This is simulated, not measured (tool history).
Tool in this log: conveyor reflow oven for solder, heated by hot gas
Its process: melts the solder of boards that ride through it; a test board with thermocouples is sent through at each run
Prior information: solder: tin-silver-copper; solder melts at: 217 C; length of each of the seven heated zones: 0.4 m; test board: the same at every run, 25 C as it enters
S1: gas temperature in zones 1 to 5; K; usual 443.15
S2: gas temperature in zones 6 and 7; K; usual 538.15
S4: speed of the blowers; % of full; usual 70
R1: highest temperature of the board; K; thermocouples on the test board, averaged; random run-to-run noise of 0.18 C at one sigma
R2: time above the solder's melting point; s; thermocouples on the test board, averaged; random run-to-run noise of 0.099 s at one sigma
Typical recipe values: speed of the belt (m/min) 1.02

Run 1, day 0.000: usual settings. Result: R1 524.85 K, R2 34.12 s.
Run 2, day 1.583: usual settings. Result: R1 524.95 K, R2 34.12 s.
Run 3, day 4.025: usual settings. Result: R1 524.95 K, R2 34.21 s.
Run 4, day 6.129: usual settings. Result: R1 525.05 K, R2 34.10 s.
Run 5, day 8.562: usual settings. Result: R1 524.65 K, R2 34.10 s.
Run 6, day 10.288: usual settings. Result: R1 524.85 K, R2 33.94 s.
At day 11.992: thermocouples of zones 6 and 7 changed.
Run 7, day 12.550: usual settings. Result: R1 520.15 K, R2 31.85 s.
At day 15.117: flux residue cleaned out of gas plates and filters.
Run 8, day 15.242: usual settings but S4 83 % of full. Result: R1 524.85 K, R2 34.85 s.
Run 9, day 17.925: usual settings but S4 83 % of full. Result: R1 524.85 K, R2 34.69 s.
Run 10, day 19.712: usual settings but S4 83 % of full. Result: R1 524.75 K, R2 35.04 s.
Run 11, day 21.396: usual settings but S1 428.15 K. Result: R1 519.45 K, R2 29.05 s.
Run 12, day 23.862: usual settings but S4 84 % of full. Result: R1 525.05 K, R2 35.02 s.
Run 13, day 26.742: usual settings but speed of the belt (m/min) 0.89, S4 84 % of full. Result: R1 528.45 K, R2 42.77 s.
Run 14, day 28.196: usual settings but speed of the belt (m/min) 0.89, S4 84 % of full. Result: R1 528.35 K, R2 42.73 s.
Run 15, day 30.575: usual settings but speed of the belt (m/min) 0.89, S4 84 % of full. Result: R1 528.55 K, R2 42.64 s.
Run 16, day 32.392: usual settings but S1 428.15 K, speed of the belt (m/min) 0.88, S4 84 % of full. Result: R1 527.05 K, R2 39.36 s.
Run 17, day 34.021: usual settings but S1 428.15 K, speed of the belt (m/min) 0.88, S4 84 % of full. Result: R1 526.75 K, R2 39.19 s.
Run 18, day 35.638: usual settings but S1 432.15 K, S2 537.15 K, speed of the belt (m/min) 0.88, S4 84 % of full. Result: R1 526.45 K, R2 39.75 s.
Run 19, day 38.396: usual settings but S1 432.15 K, S2 537.15 K, speed of the belt (m/min) 0.88, S4 84 % of full. Result: R1 526.45 K, R2 39.80 s.
Run 20, day 39.917: usual settings but S1 432.15 K, S2 537.15 K, speed of the belt (m/min) 0.88, S4 84 % of full. Result: R1 526.35 K, R2 39.66 s.
Run 21, day 42.267: usual settings but S2 533.15 K, speed of the belt (m/min) 1.06, S4 69 % of full. Result: R1 515.95 K, R2 28.12 s.
Run 22, day 44.650: usual settings but S1 454.15 K, S2 533.15 K, speed of the belt (m/min) 0.95, S4 69 % of full. Result: R1 521.35 K, R2 38.44 s.
Run 23, day 46.854: usual settings but speed of the belt (m/min) 1.09. Result: R1 519.15 K, R2 29.09 s.
Run 24, day 48.475: usual settings but S1 429.15 K, S2 550.15 K, speed of the belt (m/min) 1.09. Result: R1 526.05 K, R2 29.97 s.
Run 25, day 49.721: usual settings but S4 54 % of full. Result: R1 517.55 K, R2 29.68 s.
At day 50.300: flux residue cleaned out of gas plates and filters.
Run 26, day 52.396: usual settings but S1 448.15 K, S2 536.15 K, speed of the belt (m/min) 0.84, S4 57 % of full. Result: R1 525.25 K, R2 44.58 s.
Run 27, day 54.233: usual settings but S1 447.15 K, S2 545.15 K, speed of the belt (m/min) 0.97, S4 51 % of full. Result: R1 527.25 K, R2 38.08 s.
Run 28, day 56.450: usual settings but S1 447.15 K, S2 528.15 K, speed of the belt (m/min) 1.12, S4 51 % of full. Result: R1 507.85 K, R2 20.80 s.
Run 29, day 59.317: usual settings but S1 447.15 K, S2 528.15 K, speed of the belt (m/min) 1.12, S4 51 % of full. Result: R1 507.65 K, R2 20.70 s.
Run 30, day 62.129: usual settings but speed of the belt (m/min) 1.15, S4 80 % of full. Result: R1 521.05 K, R2 28.87 s.

What if the next run were any one of these 5? Each begins from the tool's condition after run 30:
Run A, day 64.938: usual settings but S2 550.15 K, speed of the belt (m/min) 1.08. Result: R1 ?, R2 ?.
Run B, day 64.938: usual settings but S1 440.15 K, S2 546.15 K, S4 84 % of full. Result: R1 ?, R2 ?.
Run C, day 64.938: usual settings but speed of the belt (m/min) 0.93, S4 80 % of full. Result: R1 ?, R2 ?.
Run D, day 64.938: usual settings but speed of the belt (m/min) 1.00, S4 80 % of full. Result: R1 ?, R2 ?.
Run E, day 64.938: usual settings but S1 435.15 K, S2 533.15 K, speed of the belt (m/min) 1.15, S4 80 % of full. Result: R1 ?, R2 ?.

run      R1     R2
  A  531.75  35.18
  B  532.35  37.51
  C  527.95  40.17
  D  525.75  36.19
  E  515.15  24.39
The same runs, with their run-to-run variation unchanged, on a tool lacking any hidden condition would have given:
run      R1     R2
  A  530.85  34.34
  B  531.35  36.69
  C  526.85  39.20
  D  524.75  35.32
  E  514.35  23.77
